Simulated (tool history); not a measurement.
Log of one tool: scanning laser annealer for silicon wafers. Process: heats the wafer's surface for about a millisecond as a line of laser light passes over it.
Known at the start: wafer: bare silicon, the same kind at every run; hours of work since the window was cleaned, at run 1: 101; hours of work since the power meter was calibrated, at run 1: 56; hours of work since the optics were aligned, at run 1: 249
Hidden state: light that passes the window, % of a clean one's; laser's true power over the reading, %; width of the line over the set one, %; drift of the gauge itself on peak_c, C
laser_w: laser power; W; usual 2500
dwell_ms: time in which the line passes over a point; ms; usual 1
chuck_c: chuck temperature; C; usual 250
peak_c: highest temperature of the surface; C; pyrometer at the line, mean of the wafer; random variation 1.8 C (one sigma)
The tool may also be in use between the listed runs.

| run | hour | laser_w | dwell_ms | chuck_c | hours of work since the window was cleaned | hours of work since the power meter was calibrated | hours of work since the optics were aligned | peak_c |
|---|---|---|---|---|---|---|---|---|
| 1 | 0 | 2500 | 1 | 250 | 101 | 56 | 249 | 1047 |
| 2 | 20.2 | 2500 | 1 | 250 | 117 | 71 | 264 | 1046 |
| 3 | 38.7 | 2500 | 1 | 250 | 132 | 86 | 279 | 1051 |
| 4 | 56.9 | 2500 | 1 | 250 | 146 | 100 | 293 | 1052 |
| 5 | 81.7 | 2359 | 1 | 250 | 166 | 120 | 313 | 1001 |
| 6 | 121.6 | 2359 | 1 | 250 | 197 | 151 | 344 | 1002 |
| 7 | 159.1 | 2359 | 1 | 250 | 227 | 181 | 374 | 1001 |
| 8 | 197.7 | 2359 | 1 | 250 | 257 | 211 | 404 | 999 |
| 9 | 217.6 | 2585 | 1 | 250 | 273 | 227 | 420 | 1079 |
| 10 | 260.9 | 2585 | 1 | 250 | 307 | 261 | 454 | 1080 |
| 11 | 293.8 | 2585 | 1 | 250 | 333 | 287 | 480 | 1078 |
| 12 | 332.6 | 2585 | 1 | 250 | 364 | 318 | 511 | 1080 |
| 13 | 370.1 | 2585 | 1 | 250 | 393 | 347 | 540 | 1080 |
| 14 | 409.7 | 2142 | 1 | 217 | 424 | 379 | 572 | 897 |
| 15 | 442.9 | 2346 | 1 | 228 | 451 | 405 | 598 | 977 |
| 16 | 464.2 | 2346 | 0.77 | 238 | 467 | 422 | 615 | 901 |
|  | 493 | window over the wafer cleaned |
| 17 | 498.9 | 2443 | 0.98 | 250 | 5 | 447 | 640 | 1024 |
| 18 | 538.5 | 2653 | 1.06 | 273 | 36 | 479 | 672 | 1151 |
| 19 | 556.8 | 2653 | 1.06 | 273 | 50 | 493 | 686 | 1147 |
| 20 | 600.2 | 2696 | 0.83 | 280 | 85 | 527 | 720 | 1080 |
|  | 630.7 | optics aligned, line set to its width |
| 21 | 646.7 | 2265 | 1.02 | 254 | 117 | 560 | 13 | 979 |
| 22 | 667.7 | 2136 | 0.95 | 250 | 134 | 577 | 29 | 911 |
| 23 | 688.8 | 2378 | 1.11 | 222 | 150 | 593 | 46 | 1016 |
| 24 | 726.7 | 2548 | 1.08 | 254 | 180 | 623 | 76 | 1102 |
| 25 | 745.9 | 2412 | 0.71 | 259 | 195 | 638 | 91 | 920 |

How the hidden state differs across the entries between the runs, from the last listed run before each to the first after it:
Between runs 16 and 17: window over the wafer cleaned (hour 493)
  light that passes the window, % of a clean one's: 99.92 -> 99.99
Between runs 20 and 21: optics aligned, line set to its width (hour 630.7)
  width of the line over the set one, %: 0.13 -> 0.01
